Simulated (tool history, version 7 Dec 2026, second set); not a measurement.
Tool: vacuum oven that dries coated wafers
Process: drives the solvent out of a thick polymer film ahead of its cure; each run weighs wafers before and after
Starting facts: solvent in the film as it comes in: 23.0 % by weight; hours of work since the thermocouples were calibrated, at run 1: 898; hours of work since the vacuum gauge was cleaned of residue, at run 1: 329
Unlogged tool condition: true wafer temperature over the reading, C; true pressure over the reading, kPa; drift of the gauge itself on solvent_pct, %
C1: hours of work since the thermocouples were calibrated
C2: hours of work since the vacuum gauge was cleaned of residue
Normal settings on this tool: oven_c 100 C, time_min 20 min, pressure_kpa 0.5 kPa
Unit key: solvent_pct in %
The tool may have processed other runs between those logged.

run 1 hour=0 | oven_c=100 time_min=20 pressure_kpa=0.5 | C1=898 C2=329 | solvent_pct=5.12
run 2 hour=5.6 | oven_c=100 time_min=20 pressure_kpa=0.862 | C1=901 C2=332 | solvent_pct=5.27
-- hour=13 oven's thermocouples calibrated
run 3 hour=18.5 | oven_c=100 time_min=20 pressure_kpa=0.388 | C1=3 C2=339 | solvent_pct=5.6
run 4 hour=26.8 | oven_c=100 time_min=20 pressure_kpa=0.388 | C1=9 C2=344 | solvent_pct=5.59
run 5 hour=39.6 | oven_c=100 time_min=20 pressure_kpa=0.388 | C1=17 C2=352 | solvent_pct=5.56
run 6 hour=46 | oven_c=100 time_min=20 pressure_kpa=0.5 | C1=21 C2=356 | solvent_pct=5.65
run 7 hour=54.3 | oven_c=100 time_min=20 pressure_kpa=0.5 | C1=26 C2=362 | solvent_pct=5.65
run 8 hour=65.1 | oven_c=100 time_min=20 pressure_kpa=0.5 | C1=33 C2=368 | solvent_pct=5.67
run 9 hour=77.4 | oven_c=100 time_min=18 pressure_kpa=0.5 | C1=41 C2=376 | solvent_pct=6.36
run 10 hour=88.7 | oven_c=100 time_min=18 pressure_kpa=0.5 | C1=48 C2=383 | solvent_pct=6.28
run 11 hour=95.2 | oven_c=100 time_min=20 pressure_kpa=0.5 | C1=52 C2=387 | solvent_pct=5.62
run 12 hour=106.3 | oven_c=100 time_min=20 pressure_kpa=0.5 | C1=59 C2=395 | solvent_pct=5.6
run 13 hour=112.2 | oven_c=100 time_min=20 pressure_kpa=0.5 | C1=63 C2=398 | solvent_pct=5.61
run 14 hour=124.2 | oven_c=100 time_min=20 pressure_kpa=0.5 | C1=70 C2=406 | solvent_pct=5.6
run 15 hour=133.6 | oven_c=100 time_min=20 pressure_kpa=0.5 | C1=76 C2=412 | solvent_pct=5.6
run 16 hour=144.7 | oven_c=100 time_min=20 pressure_kpa=0.5 | C1=83 C2=419 | solvent_pct=5.61
run 17 hour=155.5 | oven_c=100 time_min=20 pressure_kpa=0.5 | C1=90 C2=426 | solvent_pct=5.59
run 18 hour=166.8 | oven_c=100 time_min=20 pressure_kpa=0.5 | C1=97 C2=433 | solvent_pct=5.6
run 19 hour=174.8 | oven_c=100 time_min=20 pressure_kpa=0.5 | C1=102 C2=438 | solvent_pct=5.59
run 20 hour=186.4 | oven_c=100 time_min=20 pressure_kpa=0.5 | C1=109 C2=445 | solvent_pct=5.6
run 21 hour=193.8 | oven_c=100 time_min=20 pressure_kpa=0.5 | C1=114 C2=450 | solvent_pct=5.61
run 22 hour=203.7 | oven_c=100 time_min=20 pressure_kpa=0.5 | C1=120 C2=456 | solvent_pct=5.6
run 23 hour=214.1 | oven_c=100 time_min=20 pressure_kpa=0.5 | C1=127 C2=463 | solvent_pct=5.61
run 24 hour=220.2 | oven_c=102 time_min=12 pressure_kpa=0.5 | C1=131 C2=466 | solvent_pct=8.38
run 25 hour=230.4 | oven_c=102 time_min=12 pressure_kpa=0.5 | C1=137 C2=473 | solvent_pct=8.43
run 26 hour=239.8 | oven_c=102 time_min=12 pressure_kpa=0.5 | C1=143 C2=479 | solvent_pct=8.44
run 27 hour=245.5 | oven_c=93 time_min=12 pressure_kpa=0.5 | C1=147 C2=482 | solvent_pct=10.94
-- hour=247.8 vacuum gauge cleaned of residue and calibrated
run 28 hour=253 | oven_c=93 time_min=12 pressure_kpa=0.5 | C1=151 C2=3 | solvent_pct=10.94
run 29 hour=265.7 | oven_c=93 time_min=12 pressure_kpa=1.9 | C1=159 C2=11 | solvent_pct=11.32
run 30 hour=272 | oven_c=105 time_min=10 pressure_kpa=1.9 | C1=163 C2=15 | solvent_pct=9.09
run 31 hour=285.8 | oven_c=102 time_min=10 pressure_kpa=0.705 | C1=171 C2=24 | solvent_pct=9.69
-- hour=298.5 vacuum gauge cleaned of residue and calibrated, once more
run 32 hour=299.3 | oven_c=102 time_min=10 pressure_kpa=0.705 | C1=179 C2=1 | solvent_pct=9.63
run 33 hour=305.8 | oven_c=91 time_min=10 pressure_kpa=0.84 | C1=183 C2=5 | solvent_pct=12.54
run 34 hour=311.7 | oven_c=91 time_min=10 pressure_kpa=0.84 | C1=187 C2=8 | solvent_pct=12.53

What will run 35 give?
run 35 hour=321.3 | oven_c=100 time_min=12 pressure_kpa=0.71 | C1=193 C2=14 | solvent_pct=?

{"run 35": {"solvent_pct": 9.01}}
On a tool with no hidden condition, and with the same random variation, this run would have come out at solvent_pct 8.94 %.
